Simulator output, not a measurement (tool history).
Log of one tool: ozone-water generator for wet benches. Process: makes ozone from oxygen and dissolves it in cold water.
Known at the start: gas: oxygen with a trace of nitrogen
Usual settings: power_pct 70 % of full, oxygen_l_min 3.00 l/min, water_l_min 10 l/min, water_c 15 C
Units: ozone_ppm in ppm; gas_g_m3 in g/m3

{"run": 1, "hour": 0.0, "power_pct": 70, "oxygen_l_min": 3.0, "water_l_min": 10, "water_c": 15, "ozone_ppm": 19.1, "gas_g_m3": 142.8}
{"run": 2, "hour": 30.0, "power_pct": 50, "oxygen_l_min": 3.0, "water_l_min": 10, "water_c": 15, "ozone_ppm": 15.6, "gas_g_m3": 116.9}
{"run": 3, "hour": 51.3, "power_pct": 50, "oxygen_l_min": 3.0, "water_l_min": 10, "water_c": 15, "ozone_ppm": 15.7, "gas_g_m3": 114.9}
{"run": 4, "hour": 76.3, "power_pct": 50, "oxygen_l_min": 3.0, "water_l_min": 10, "water_c": 15, "ozone_ppm": 15.6, "gas_g_m3": 115.8}
{"run": 5, "hour": 103.1, "power_pct": 50, "oxygen_l_min": 3.0, "water_l_min": 10, "water_c": 15, "ozone_ppm": 15.9, "gas_g_m3": 113.6}
{"run": 6, "hour": 139.2, "power_pct": 70, "oxygen_l_min": 3.0, "water_l_min": 10, "water_c": 15, "ozone_ppm": 19.0, "gas_g_m3": 142.1}
{"run": 7, "hour": 158.7, "power_pct": 70, "oxygen_l_min": 3.0, "water_l_min": 10, "water_c": 15, "ozone_ppm": 19.4, "gas_g_m3": 141.3}
{"run": 8, "hour": 183.1, "power_pct": 56, "oxygen_l_min": 3.0, "water_l_min": 10, "water_c": 15, "ozone_ppm": 16.8, "gas_g_m3": 123.3}
{"run": 9, "hour": 218.3, "power_pct": 70, "oxygen_l_min": 3.0, "water_l_min": 10, "water_c": 15, "ozone_ppm": 19.2, "gas_g_m3": 141.6}
{"run": 10, "hour": 243.6, "power_pct": 70, "oxygen_l_min": 3.0, "water_l_min": 10, "water_c": 15, "ozone_ppm": 19.0, "gas_g_m3": 142.1}
{"run": 11, "hour": 277.8, "power_pct": 70, "oxygen_l_min": 4.0, "water_l_min": 10, "water_c": 15, "ozone_ppm": 19.7, "gas_g_m3": 127.9}
{"run": 12, "hour": 311.5, "power_pct": 70, "oxygen_l_min": 3.62, "water_l_min": 10, "water_c": 15, "ozone_ppm": 19.5, "gas_g_m3": 131.4}
{"run": 13, "hour": 337.4, "power_pct": 70, "oxygen_l_min": 3.0, "water_l_min": 6, "water_c": 15, "ozone_ppm": 26.2, "gas_g_m3": 140.4}
{"run": 14, "hour": 362.9, "power_pct": 70, "oxygen_l_min": 3.0, "water_l_min": 9, "water_c": 15, "ozone_ppm": 20.4, "gas_g_m3": 140.9}
{"run": 15, "hour": 394.2, "power_pct": 70, "oxygen_l_min": 4.49, "water_l_min": 10, "water_c": 15, "ozone_ppm": 19.8, "gas_g_m3": 121.4}
{"run": 16, "hour": 418.2, "power_pct": 70, "oxygen_l_min": 4.49, "water_l_min": 10, "water_c": 15, "ozone_ppm": 19.9, "gas_g_m3": 121.4}
{"run": 17, "hour": 440.0, "power_pct": 50, "oxygen_l_min": 1.81, "water_l_min": 10, "water_c": 11, "ozone_ppm": 14.7, "gas_g_m3": 141.1}
{"run": 18, "hour": 462.2, "power_pct": 50, "oxygen_l_min": 1.81, "water_l_min": 10, "water_c": 11, "ozone_ppm": 14.5, "gas_g_m3": 139.8}
{"run": 19, "hour": 480.0, "power_pct": 50, "oxygen_l_min": 1.63, "water_l_min": 10, "water_c": 11, "ozone_ppm": 14.2, "gas_g_m3": 146.9}
{"run": 20, "hour": 497.2, "power_pct": 70, "oxygen_l_min": 2.21, "water_l_min": 14, "water_c": 15, "ozone_ppm": 13.6, "gas_g_m3": 159.3}
{"run": 21, "hour": 514.0, "power_pct": 54, "oxygen_l_min": 3.99, "water_l_min": 6, "water_c": 14, "ozone_ppm": 22.5, "gas_g_m3": 107.8}
{"run": 22, "hour": 541.3, "power_pct": 54, "oxygen_l_min": 3.99, "water_l_min": 6, "water_c": 14, "ozone_ppm": 22.6, "gas_g_m3": 106.1}
{"run": 23, "hour": 579.2, "power_pct": 54, "oxygen_l_min": 3.99, "water_l_min": 6, "water_c": 14, "ozone_ppm": 22.4, "gas_g_m3": 108.6}
{"run": 24, "hour": 606.3, "power_pct": 68, "oxygen_l_min": 3.0, "water_l_min": 10, "water_c": 15, "ozone_ppm": 18.4, "gas_g_m3": 138.6}
{"run": 25, "hour": 626.2, "power_pct": 68, "oxygen_l_min": 3.0, "water_l_min": 15, "water_c": 16, "ozone_ppm": 13.5, "gas_g_m3": 139.2}
{"run": 26, "hour": 666.0, "power_pct": 64, "oxygen_l_min": 3.0, "water_l_min": 12, "water_c": 16, "ozone_ppm": 15.4, "gas_g_m3": 134.1}
{"run": 27, "hour": 688.4, "power_pct": 94, "oxygen_l_min": 2.37, "water_l_min": 14, "water_c": 9, "ozone_ppm": 17.6, "gas_g_m3": 185.2}
{"run": 28, "hour": 719.6, "power_pct": 67, "oxygen_l_min": 3.2, "water_l_min": 10, "water_c": 15, "ozone_ppm": 18.7, "gas_g_m3": 132.4}
{"run": 29, "hour": 756.1, "power_pct": 67, "oxygen_l_min": 1.56, "water_l_min": 6, "water_c": 15, "ozone_ppm": 23.8, "gas_g_m3": 177.4}

Some steps in ozone_ppm between neighbouring runs. How much of each would the tool show without its hidden state too (settings, what came in, random variation), and how much is left for the hidden state, with any gauge scatter that isn't in both results?
The hidden state here: yield of the discharge, % of new electrodes'; contactor's efficiency, % of a clean one's; true water temperature over the reading, C; drift of the gauge itself on ozone_ppm, %; drift of the gauge itself on gas_g_m3, %.
Run 5 -> 6: power_pct 50 -> 70. ozone_ppm +3.1 ppm: hidden state -0.4, all else +3.5.
Run 12 -> 13: oxygen_l_min 3.62 -> 3.00, water_l_min 10 -> 6. ozone_ppm +6.7 ppm: hidden state -0.3, all else +7.0.
Run 16 -> 17: power_pct 70 -> 50, oxygen_l_min 4.49 -> 1.81, water_c 15 -> 11. ozone_ppm -5.2 ppm: hidden state +0.5, all else -5.7.
Run 20 -> 21: power_pct 70 -> 54, oxygen_l_min 2.21 -> 3.99, water_l_min 14 -> 6, water_c 15 -> 14. ozone_ppm +8.9 ppm: hidden state -0.3, all else +9.2.
